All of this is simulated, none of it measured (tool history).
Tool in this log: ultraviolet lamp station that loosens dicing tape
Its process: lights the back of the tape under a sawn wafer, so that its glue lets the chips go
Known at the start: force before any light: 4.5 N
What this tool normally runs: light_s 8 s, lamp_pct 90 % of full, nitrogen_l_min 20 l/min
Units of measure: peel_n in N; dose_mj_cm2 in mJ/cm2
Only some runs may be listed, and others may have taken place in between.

run 1 day=0 | light_s=8 lamp_pct=90 nitrogen_l_min=20 | peel_n=0.36 dose_mj_cm2=512
run 2 day=0.562 | light_s=8 lamp_pct=90 nitrogen_l_min=20 | peel_n=0.345 dose_mj_cm2=509
run 3 day=1.492 | light_s=8 lamp_pct=90 nitrogen_l_min=20 | peel_n=0.36 dose_mj_cm2=514
run 4 day=2.221 | light_s=8 lamp_pct=90 nitrogen_l_min=20 | peel_n=0.347 dose_mj_cm2=513
run 5 day=3.179 | light_s=8 lamp_pct=90 nitrogen_l_min=20 | peel_n=0.368 dose_mj_cm2=510
run 6 day=3.925 | light_s=8 lamp_pct=90 nitrogen_l_min=20 | peel_n=0.356 dose_mj_cm2=512
run 7 day=4.629 | light_s=8 lamp_pct=90 nitrogen_l_min=20 | peel_n=0.334 dose_mj_cm2=509
run 8 day=5.512 | light_s=8 lamp_pct=90 nitrogen_l_min=20 | peel_n=0.35 dose_mj_cm2=510
run 9 day=6.367 | light_s=8 lamp_pct=90 nitrogen_l_min=20 | peel_n=0.362 dose_mj_cm2=507
run 10 day=7.092 | light_s=8 lamp_pct=90 nitrogen_l_min=20 | peel_n=0.35 dose_mj_cm2=514
run 11 day=7.825 | light_s=7 lamp_pct=63 nitrogen_l_min=20 | peel_n=0.847 dose_mj_cm2=314

Estimate the outcome of run 12 from the log above:
run 12 day=8.417 | light_s=4 lamp_pct=79 nitrogen_l_min=24 | peel_n=? dose_mj_cm2=?

peel_n: 1.195 N
dose_mj_cm2: 226 mJ/cm2
With no hidden state in the tool, this same run would have given peel_n 1.193 N, dose_mj_cm2 226 mJ/cm2.

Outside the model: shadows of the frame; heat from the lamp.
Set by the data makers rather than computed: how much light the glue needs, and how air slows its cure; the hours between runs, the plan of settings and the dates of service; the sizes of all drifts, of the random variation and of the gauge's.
